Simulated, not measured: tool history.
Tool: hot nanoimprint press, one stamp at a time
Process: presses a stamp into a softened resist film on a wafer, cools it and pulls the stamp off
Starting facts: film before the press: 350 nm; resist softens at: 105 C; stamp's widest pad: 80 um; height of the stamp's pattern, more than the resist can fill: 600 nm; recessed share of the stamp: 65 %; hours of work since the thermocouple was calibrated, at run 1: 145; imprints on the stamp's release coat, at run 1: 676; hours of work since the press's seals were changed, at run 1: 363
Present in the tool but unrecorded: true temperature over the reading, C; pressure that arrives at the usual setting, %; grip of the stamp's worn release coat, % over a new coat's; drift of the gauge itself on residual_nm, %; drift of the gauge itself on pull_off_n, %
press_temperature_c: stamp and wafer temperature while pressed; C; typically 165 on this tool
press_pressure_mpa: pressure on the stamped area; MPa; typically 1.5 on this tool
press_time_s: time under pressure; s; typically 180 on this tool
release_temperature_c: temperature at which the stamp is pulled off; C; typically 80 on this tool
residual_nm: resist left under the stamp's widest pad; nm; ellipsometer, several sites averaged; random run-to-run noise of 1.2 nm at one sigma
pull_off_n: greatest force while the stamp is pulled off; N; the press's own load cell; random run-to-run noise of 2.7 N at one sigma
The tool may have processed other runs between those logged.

run   hour  press_temperature_c  press_pressure_mpa  press_time_s  release_temperature_c  hours of work since the thermocouple was calibrated  imprints on the stamp's release coat  hours of work since the press's seals were changed  residual_nm  pull_off_n
  1      0                  165                 1.5           180                     80                                                  145                                   676                                                 363        202.4         135
      18.7  -- stamp cleaned and given a new release coat
  2   31.5                  165                 1.5           180                     80                                                  160                                    43                                                 378        200.5         131
  3   53.9                  165                 1.5           180                     80                                                  173                                   119                                                 391        201.4         132
  4   73.3                  165                 1.5           180                     80                                                  184                                   184                                                 402        199.6         130
  5  102.7                  165                 1.5           180                     80                                                  201                                   284                                                 419        200.6         132
  6  116.4                  165                 1.5           180                     80                                                  209                                   330                                                 427        200.8         136
  7  142.6                  165                 1.5           180                     80                                                  224                                   419                                                 442        199.7         128
  8  173.6                  165                 1.5           180                     80                                                  242                                   523                                                 460        199.9         138
  9  193.6                  165                 1.5           180                     82                                                  254                                   591                                                 472        198.5         137
 10    213                  165                 1.5           180                     82                                                  265                                   656                                                 483        198.4         136
       236  -- stamp cleaned and given a new release coat
 11  237.4                  165                 1.5           180                     82                                                  275                                     4                                                 493        196.6         119
 12  256.8                  165                 1.5            94                     80                                                  287                                    70                                                 505        239.1         126
 13  288.1                  165                0.92            94                     80                                                  305                                   176                                                 523          276         129
 14  311.6                  165                0.92            94                     80                                                  318                                   255                                                 536        268.8         132
 15  329.1                  165                0.92            94                     80                                                  329                                   315                                                 547        272.9         133
     350.7  -- plate thermocouple calibrated
 16  361.4                  165                1.52            94                     76                                                    6                                   414                                                 564        252.5         140
 17  393.7                  165                1.52           288                     67                                                   25                                   523                                                 582        175.7         152
 18  420.7                  164                1.19           180                     76                                                   41                                   614                                                 598          236         143
 19  441.6                  164                1.27           156                     74                                                   53                                   684                                                 610        240.3         150
     457.6  -- stamp cleaned and given a new release coat
 20  475.6                  164                1.27           156                     74                                                   69                                    61                                                 626        236.9         131
 21  507.9                  164                1.27           156                     79                                                   88                                   170                                                 645        238.6         134
 22  526.6                  165                1.52           180                     81                                                   98                                   233                                                 656        204.2         129
 23    559                  165                0.91           180                     78                                                  117                                   343                                                 675        243.2         131
 24  577.4                  162                 1.5           180                     88                                                  128                                   405                                                 685        233.8         125
 25    604                  162                 1.5           180                     88                                                  143                                   495                                                 701        235.5         130
 26  619.2                  162                 1.5           180                     88                                                  152                                   546                                                 709        234.6         129
 27  637.1                  165                 1.5           180                     72                                                  162                                   607                                                 720        205.9         157
 28  657.6                  161                1.46           311                     72                                                  174                                   676                                                 732        209.9         153
     674.6  -- stamp cleaned and given a new release coat
 29  683.2                  163                1.92           113                     73                                                  186                                    29                                                 743        234.7         144

Forecast each of these 4 alternatives for the next run:
  A  713.1                  165                1.93           304                     80                                                  203                                   130                                                 760            ?           ?
  B  713.1                  165                1.75           112                     68                                                  203                                   130                                                 760            ?           ?
  C  713.1                  165                1.36           180                     67                                                  203                                   130                                                 760            ?           ?
  D  713.1                  171                1.89           180                     80                                                  203                                   130                                                 760            ?           ?

run  residual_nm  pull_off_n
  A        155.7         122
  B        224.5         142
  C        212.6         148
  D        134.6         125
What these runs would have given with no unlogged condition in the tool:
run  residual_nm  pull_off_n
  A        153.5         120
  B        222.8         140
  C        212.2         146
  D        132.4         123
